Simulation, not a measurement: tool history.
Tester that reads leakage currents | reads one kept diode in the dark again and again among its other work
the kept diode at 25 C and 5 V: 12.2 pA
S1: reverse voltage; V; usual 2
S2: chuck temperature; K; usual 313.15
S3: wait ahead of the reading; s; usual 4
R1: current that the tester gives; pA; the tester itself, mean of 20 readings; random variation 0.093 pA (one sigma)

run	day	S1	S2	S3	R1
1	0	2	313.15	4	25.88
2	0.979	2	294.15	4	6.5
3	2.25	2	329.15	4	76.06
4	4.067	2	329.15	4	75.71
5	5.896	2	313.15	4	25.44
6	7.304	2	313.15	4	25.32
7	8.442	2	313.15	4	25.28
8	9.375	3.17	313.15	8.49	30.89
9	10.442	2.13	326.15	1.19	62.99
10	11.342	2.96	302.15	4	13.78
11	12.95	3.71	313.15	4	32.94
12	14.229	3.71	313.15	4	32.89
13	15.692	16.42	313.15	4	65.97
14	16.658	16.42	313.15	1.92	66.8

4 ways to go on from here, each from the tool as it stands after run 14. What would each give?
A	18.492	5.07	302.15	0.58	?
B	18.492	2	295.15	0.57	?
C	18.492	8.88	313.15	8.12	?
D	18.492	1.37	307.15	4	?

run	R1
A	19.02
B	7.3
C	48.95
D	13.49
Without the tool's hidden state the same runs would have given:
run	R1
A	18.51
B	7.11
C	49.47
D	14.14
